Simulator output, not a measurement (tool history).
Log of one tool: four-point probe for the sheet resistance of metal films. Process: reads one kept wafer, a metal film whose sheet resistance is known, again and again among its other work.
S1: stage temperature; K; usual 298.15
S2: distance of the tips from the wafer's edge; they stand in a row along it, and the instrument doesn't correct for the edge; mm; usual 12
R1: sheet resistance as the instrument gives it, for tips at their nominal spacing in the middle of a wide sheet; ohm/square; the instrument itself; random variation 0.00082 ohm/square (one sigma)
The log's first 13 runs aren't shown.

run	hour	S1	S2	R1
14	125.6	298.15	4	4.231092
15	135.5	298.15	4	4.232349
16	150.6	298.15	12	4.113279
17	161	298.15	12	4.113702
18	171.1	298.15	12	4.113825
19	180.8	298.15	12	4.112531
20	191.6	296.15	33	4.09779
21	202.7	297.15	24	4.100597
22	209.7	304.15	35	4.103504
# hour 211.6: stage's thermometer calibrated
23	219.2	296.15	61	4.094599
24	230.2	295.15	12	4.112043
25	240.7	295.15	12	4.109792
# hour 247: stage's thermometer calibrated, once more
26	247.6	293.15	13	4.104993
27	255.9	293.15	13	4.104991
28	262.5	300.15	12	4.11255
29	274.2	298.15	68	4.096511
30	289.3	298.15	68	4.095923
31	299	300.15	9	4.123883
32	308.3	297.15	21	4.101887
33	314.7	307.15	26	4.106883
34	327.3	295.15	5	4.179813
35	341.7	295.15	5	4.180129
36	349.5	304.15	12	4.115204
37	361.4	308.15	12	4.119442

Forecast each of these 3 alternatives for the next run:
A	370.7	303.15	72	?
B	370.7	293.15	62	?
C	370.7	305.15	37	?

run	R1
A	4.100935
B	4.090838
C	4.102451
Without the tool's hidden state the same runs would have given:
run	R1
A	4.083057
B	4.07303
C	4.084562
